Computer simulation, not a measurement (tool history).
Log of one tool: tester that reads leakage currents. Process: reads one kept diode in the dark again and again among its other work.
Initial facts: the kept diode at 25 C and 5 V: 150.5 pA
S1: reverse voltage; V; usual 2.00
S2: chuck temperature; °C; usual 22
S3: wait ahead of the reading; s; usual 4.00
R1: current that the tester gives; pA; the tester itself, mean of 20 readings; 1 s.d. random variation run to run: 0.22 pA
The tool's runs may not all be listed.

run	hour	S1	S2	S3	R1
1	0.0	2.00	22	4.00	61.75
2	55.2	2.00	22	1.19	62.44
3	117.3	2.00	22	1.19	61.66
# hour 176.6: chuck's temperature calibrated
4	243.2	2.00	22	0.66	74.50
5	339.2	2.00	46	0.66	502.56
6	430.1	2.00	46	0.66	499.60
7	503.4	5.92	46	0.66	872.47
8	604.8	2.00	22	4.00	71.96
9	722.0	2.00	22	4.00	71.40
10	823.4	2.00	51	4.00	707.02
11	896.8	2.00	51	4.00	707.79
12	955.0	2.00	51	4.00	706.15
13	1028.3	2.00	46	4.00	483.85
14	1124.9	2.00	37	4.00	242.32
15	1241.8	2.00	29	4.00	125.34
16	1299.4	2.00	29	4.00	126.57
17	1384.7	2.00	48	4.00	555.05
18	1505.9	2.00	30	4.00	135.40
19	1594.1	2.00	30	4.00	134.88
20	1678.1	2.00	30	4.00	133.73
21	1753.1	1.15	30	4.00	100.73
22	1826.1	11.32	50	4.05	1549.15
23	1915.4	1.06	55	5.50	653.06
24	2014.8	1.49	22	4.00	57.84
25	2076.9	1.49	22	4.00	57.76
# hour 2112.4: probe card cleaned and baked
26	2210.2	4.20	34	0.40	266.04
27	2306.1	4.20	34	0.40	265.88
28	2400.8	4.20	34	0.40	264.50
29	2462.2	2.45	34	0.40	200.11
30	2559.0	5.22	22	4.00	105.27
31	2672.6	2.00	26	9.95	89.85
32	2754.6	2.00	26	9.95	89.80
33	2831.5	1.53	50	4.00	527.26
34	2957.0	13.73	22	3.71	170.99
35	3052.6	13.73	22	3.71	171.19
36	3127.7	13.73	22	3.71	170.13
37	3209.3	13.73	22	3.71	169.65
38	3265.9	13.73	22	3.71	169.00
39	3376.9	13.73	25	3.71	218.58
40	3501.3	13.73	44	7.81	1003.28

What if the next run were any one of these 3? Each begins from the tool's condition after run 40:
# hour 3542.9: chuck's temperature calibrated
A	3570.9	13.73	44	0.61	?
# hour 3542.9: chuck's temperature calibrated
B	3570.9	1.42	24	1.27	?
# hour 3542.9: chuck's temperature calibrated
C	3570.9	13.73	26	1.59	?

run	R1
A	1169.29
B	71.57
C	277.17
Take away the tool's hidden state, keep each run's random variation, and the runs would have read:
run	R1
A	1182.90
B	72.37
C	278.29
